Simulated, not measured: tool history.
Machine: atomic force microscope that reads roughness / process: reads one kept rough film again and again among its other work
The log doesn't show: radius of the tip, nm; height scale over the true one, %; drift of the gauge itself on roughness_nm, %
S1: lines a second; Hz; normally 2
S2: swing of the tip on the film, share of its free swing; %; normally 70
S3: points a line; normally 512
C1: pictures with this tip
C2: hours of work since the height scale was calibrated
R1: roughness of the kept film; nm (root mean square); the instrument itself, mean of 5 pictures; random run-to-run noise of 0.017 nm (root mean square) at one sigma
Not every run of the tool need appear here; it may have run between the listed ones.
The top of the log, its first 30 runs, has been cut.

run	hour	S1	S2	S3	C1	C2	R1
31	203.1	1	82	826	70	286	3.29
32	211.8	1	82	826	84	291	3.193
33	219.2	2.3	56	512	96	295	3.213
34	225.5	2.3	56	512	106	298	3.132
35	230.9	1.15	57	512	115	301	3.121
36	234.9	1.15	57	512	121	303	3.085
37	242.2	1.15	57	512	133	307	2.993
# hour 244: height scale calibrated on a step standard
38	251.1	1.97	70	442	146	4	2.758
39	256.5	3.31	70	260	155	7	2.549
40	261.7	3.31	70	260	164	9	2.505
# hour 269: height scale calibrated on a step standard, once more
41	270	2	57	512	175	1	2.696
42	275.1	0.86	81	938	184	3	2.615
43	280.3	2.23	73	512	192	6	2.463
44	286.6	1.52	69	624	203	9	2.526
45	290.8	1.52	69	624	209	12	2.495
46	299.3	2	70	579	223	16	2.371
47	306.5	2	70	579	235	20	2.319
# hour 308.5: new tip fitted
48	314.5	2.13	87	512	9	24	3.539
49	318.5	2	65	832	16	26	3.898
50	325.6	0.68	67	512	27	30	3.92
51	329.8	1.11	74	512	34	32	3.724
52	337.2	1.11	74	512	46	36	3.618
53	342.7	1.11	74	512	55	39	3.509

4 ways to go on from here, each from the tool as it stands after run 53. What would each give?
A	347.2	1.11	74	292	63	42	?
B	347.2	2	85	512	63	42	?
C	347.2	1.11	62	541	63	42	?
D	347.2	2.11	85	432	63	42	?

run	R1
A	3.402
B	3.101
C	3.52
D	3.097
With the hidden condition removed and each run's random variation left untouched, the same runs would have given:
run	R1
A	4.135
B	3.769
C	4.279
D	3.764

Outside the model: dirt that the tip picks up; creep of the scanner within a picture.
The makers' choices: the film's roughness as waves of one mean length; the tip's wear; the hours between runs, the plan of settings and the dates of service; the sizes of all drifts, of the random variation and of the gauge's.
